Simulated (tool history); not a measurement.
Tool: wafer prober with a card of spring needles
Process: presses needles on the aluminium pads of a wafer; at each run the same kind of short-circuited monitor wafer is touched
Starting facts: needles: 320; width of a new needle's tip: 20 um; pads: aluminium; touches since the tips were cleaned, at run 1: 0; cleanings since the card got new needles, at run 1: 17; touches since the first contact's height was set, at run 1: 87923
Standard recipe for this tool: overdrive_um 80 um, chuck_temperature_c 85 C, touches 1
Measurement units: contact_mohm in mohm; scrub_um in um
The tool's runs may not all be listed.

run,hour,overdrive_um,chuck_temperature_c,touches,touches since the tips were cleaned,cleanings since the card got new needles,touches since the first contact's height was set,contact_mohm,scrub_um
1,0.0,80,85,1,0,17,87923,252,14.62
# hour 16.1: tips cleaned on abrasive film
# hour 32.8: tips cleaned on abrasive film
2,39.0,80,85,1,1723,19,98785,254,14.70
# hour 50.0: tips cleaned on abrasive film
# hour 66.2: tips cleaned on abrasive film
3,69.9,80,85,1,1028,21,107379,256,14.66
# hour 82.1: tips cleaned on abrasive film
# hour 98.1: tips cleaned on abrasive film
4,98.1,80,85,3,0,23,115224,254,14.57
# hour 113.7: tips cleaned on abrasive film
# hour 129.3: tips cleaned on abrasive film
5,138.1,80,85,3,2469,25,126351,256,14.67
# hour 147.2: tips cleaned on abrasive film
# hour 163.0: tips cleaned on abrasive film
# hour 178.5: tips cleaned on abrasive film
6,178.5,80,85,2,0,28,137592,252,14.62
# hour 196.4: tips cleaned on abrasive film
7,204.2,80,85,2,2162,29,144737,256,14.64
# hour 214.8: tips cleaned on abrasive film
# hour 232.1: tips cleaned on abrasive film
8,242.0,73,29,1,2792,31,155282,239,13.32
# hour 249.1: tips cleaned on abrasive film
# hour 268.1: tips cleaned on abrasive film
9,275.4,83,85,1,2047,33,164552,256,15.16

For run 10, what comes out?
# hour 286.6: tips cleaned on abrasive film
10,294.7,70,111,1,2263,34,169940,?,?

For run 10 the tool returned contact_mohm 256 mohm, scrub_um 12.83 um.
With the hidden condition absent and the run-to-run variation left alone, this run would have shown contact_mohm 256 mohm, scrub_um 12.86 um.
